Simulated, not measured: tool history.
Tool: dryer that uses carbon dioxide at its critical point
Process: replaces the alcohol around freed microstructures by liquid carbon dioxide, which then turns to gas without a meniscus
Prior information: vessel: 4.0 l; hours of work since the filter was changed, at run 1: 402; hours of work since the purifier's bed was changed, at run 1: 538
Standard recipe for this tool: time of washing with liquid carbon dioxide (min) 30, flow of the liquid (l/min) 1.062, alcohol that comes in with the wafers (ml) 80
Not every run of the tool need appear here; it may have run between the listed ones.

| run | hour | time of washing with liquid carbon dioxide (min) | flow of the liquid (l/min) | alcohol that comes in with the wafers (ml) | hours of work since the filter was changed | hours of work since the purifier's bed was changed | alcohol left in the vessel before it's heated (ppm by volume) |
|---|---|---|---|---|---|---|---|
| 1 | 0.0 | 30 | 1.062 | 80 | 402 | 538 | 268 |
| 2 | 16.0 | 30 | 1.062 | 114 | 414 | 551 | 310 |
| 3 | 31.4 | 30 | 1.062 | 114 | 426 | 563 | 314 |
| 4 | 50.7 | 30 | 1.062 | 114 | 441 | 577 | 327 |
| 5 | 64.5 | 30 | 1.062 | 114 | 452 | 588 | 326 |
| 6 | 76.1 | 30 | 1.062 | 46 | 461 | 597 | 223 |
| 7 | 93.6 | 30 | 0.640 | 80 | 475 | 611 | 1145 |
| 8 | 112.4 | 30 | 0.640 | 80 | 489 | 625 | 1164 |
| 9 | 123.2 | 30 | 0.640 | 80 | 498 | 634 | 1165 |
| 10 | 136.4 | 30 | 0.640 | 72 | 508 | 644 | 1082 |
| 11 | 151.3 | 30 | 0.640 | 72 | 519 | 656 | 1086 |
| 12 | 165.4 | 30 | 0.640 | 72 | 530 | 666 | 1086 |
| 13 | 184.5 | 30 | 0.640 | 37 | 545 | 681 | 692 |
| 14 | 201.4 | 32 | 1.062 | 80 | 558 | 694 | 274 |
| 15 | 219.1 | 30 | 1.062 | 55 | 572 | 708 | 294 |
| 16 | 235.5 | 30 | 1.062 | 55 | 585 | 721 | 296 |
| 17 | 246.0 | 21 | 1.062 | 55 | 593 | 729 | 617 |
|  | 256.3 | inlet filter changed |
| 18 | 260.1 | 21 | 1.062 | 55 | 3 | 739 | 471 |
| 19 | 276.0 | 21 | 1.062 | 57 | 15 | 752 | 471 |
| 20 | 288.7 | 21 | 1.062 | 57 | 25 | 761 | 472 |
| 21 | 298.9 | 21 | 1.062 | 57 | 33 | 769 | 494 |
| 22 | 310.4 | 24 | 1.062 | 80 | 42 | 778 | 424 |
| 23 | 322.5 | 24 | 1.062 | 80 | 51 | 788 | 454 |
| 24 | 332.5 | 39 | 0.670 | 105 | 59 | 795 | 515 |
| 25 | 343.3 | 39 | 0.670 | 36 | 68 | 804 | 330 |
| 26 | 352.0 | 39 | 0.670 | 36 | 74 | 811 | 324 |
| 27 | 365.7 | 39 | 1.470 | 36 | 85 | 821 | 216 |
| 28 | 384.1 | 20 | 1.070 | 45 | 99 | 835 | 502 |
| 29 | 400.9 | 20 | 1.070 | 45 | 112 | 848 | 495 |
| 30 | 417.1 | 30 | 1.430 | 80 | 125 | 861 | 252 |
| 31 | 434.7 | 30 | 1.430 | 80 | 138 | 875 | 253 |
| 32 | 449.9 | 19 | 1.062 | 80 | 150 | 887 | 846 |
| 33 | 460.5 | 19 | 1.062 | 80 | 158 | 895 | 859 |
| 34 | 478.0 | 19 | 1.062 | 80 | 172 | 908 | 857 |
| 35 | 492.0 | 19 | 1.062 | 80 | 183 | 919 | 842 |
| 36 | 503.1 | 19 | 1.062 | 80 | 192 | 928 | 881 |
| 37 | 511.3 | 26 | 1.590 | 55 | 198 | 934 | 260 |
| 38 | 527.9 | 45 | 0.940 | 80 | 211 | 947 | 271 |
| 39 | 539.3 | 40 | 0.940 | 80 | 220 | 956 | 294 |
| 40 | 548.8 | 30 | 1.050 | 51 | 227 | 963 | 326 |
| 41 | 567.6 | 39 | 1.730 | 31 | 242 | 978 | 266 |
| 42 | 582.7 | 44 | 1.170 | 80 | 253 | 990 | 266 |
| 43 | 598.1 | 21 | 1.170 | 34 | 265 | 1002 | 388 |

Run 44 has not been measured yet. What should we expect?
| 44 | 617.7 | 45 | 0.860 | 80 | 280 | 1017 | ? |

{"run 44": {"alcohol left in the vessel before it's heated (ppm by volume)": 315}}
Were there no unlogged condition in the tool, this run, its random variation unchanged, would have produced alcohol left in the vessel before it's heated (ppm by volume) 31.

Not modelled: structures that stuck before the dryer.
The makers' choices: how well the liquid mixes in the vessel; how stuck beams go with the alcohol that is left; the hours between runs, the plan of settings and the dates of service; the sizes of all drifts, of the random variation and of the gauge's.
